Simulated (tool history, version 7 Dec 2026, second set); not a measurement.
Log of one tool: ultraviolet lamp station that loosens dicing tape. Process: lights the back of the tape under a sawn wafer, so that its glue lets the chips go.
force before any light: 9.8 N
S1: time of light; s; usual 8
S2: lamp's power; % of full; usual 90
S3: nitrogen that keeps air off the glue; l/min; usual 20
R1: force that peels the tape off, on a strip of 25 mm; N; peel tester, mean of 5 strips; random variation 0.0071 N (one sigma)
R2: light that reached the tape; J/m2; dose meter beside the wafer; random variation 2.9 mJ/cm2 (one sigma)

run,hour,S1,S2,S3,R1,R2
1,0.0,8,90,20,0.258,4170
2,46.9,8,90,20,0.261,4150
3,86.6,8,90,20,0.247,4140
4,141.3,8,90,11,0.388,4150
5,169.0,8,77,11,0.549,3550
6,206.9,8,77,11,0.547,3580
7,242.4,8,90,15,0.312,4170
8,273.7,8,90,15,0.297,4190
9,315.3,8,90,15,0.315,4190
10,360.9,8,90,20,0.265,4140
# hour 370.9: window cleaned of glue's vapour
11,390.7,8,90,20,0.251,4190
12,430.8,8,85,20,0.283,3920
13,467.2,8,90,31,0.206,4220
14,517.5,8,90,20,0.259,4140
15,554.7,8,90,10,0.418,4150
16,599.1,8,87,32,0.222,4070
17,656.5,8,87,32,0.229,4060
18,702.8,8,87,32,0.214,4020
19,749.9,6,62,14,1.396,2160
20,778.1,5,62,13,2.002,1750
21,826.1,9,90,20,0.206,4670
22,885.7,4,70,7,2.959,1650
23,923.0,4,70,7,2.903,1650
24,974.2,6,87,11,0.817,3020
# hour 984.3: window cleaned of glue's vapour
25,1008.0,5,99,39,0.441,2820
26,1044.2,5,92,39,0.516,2670
27,1108.6,8,92,20,0.253,4290

Measured less the same run without the tool's hidden state. The same run-to-run variation is in both; the gauge's scatter may not be:
The hidden state here: lamp's light, % of a new lamp's; light that the window lets through, % of a clean one's; drift of the gauge itself on peel_n, %; drift of the gauge itself on dose_mj_cm2, %.
run,R1
1,+0.001
2,+0.002
3,+0.001
4,+0.003
5,+0.004
6,+0.003
7,+0.002
8,+0.002
9,+0.002
10,+0.002
11,+0.001
12,+0.001
13,+0.001
14,+0.001
15,+0.003
16,+0.001
17,+0.002
18,+0.001
19,+0.009
20,+0.011
21,+0.001
22,+0.013
23,+0.014
24,+0.007
25,+0.003
26,+0.004
27,+0.002
R2: within 20 J/m2 of the measured result in every run.

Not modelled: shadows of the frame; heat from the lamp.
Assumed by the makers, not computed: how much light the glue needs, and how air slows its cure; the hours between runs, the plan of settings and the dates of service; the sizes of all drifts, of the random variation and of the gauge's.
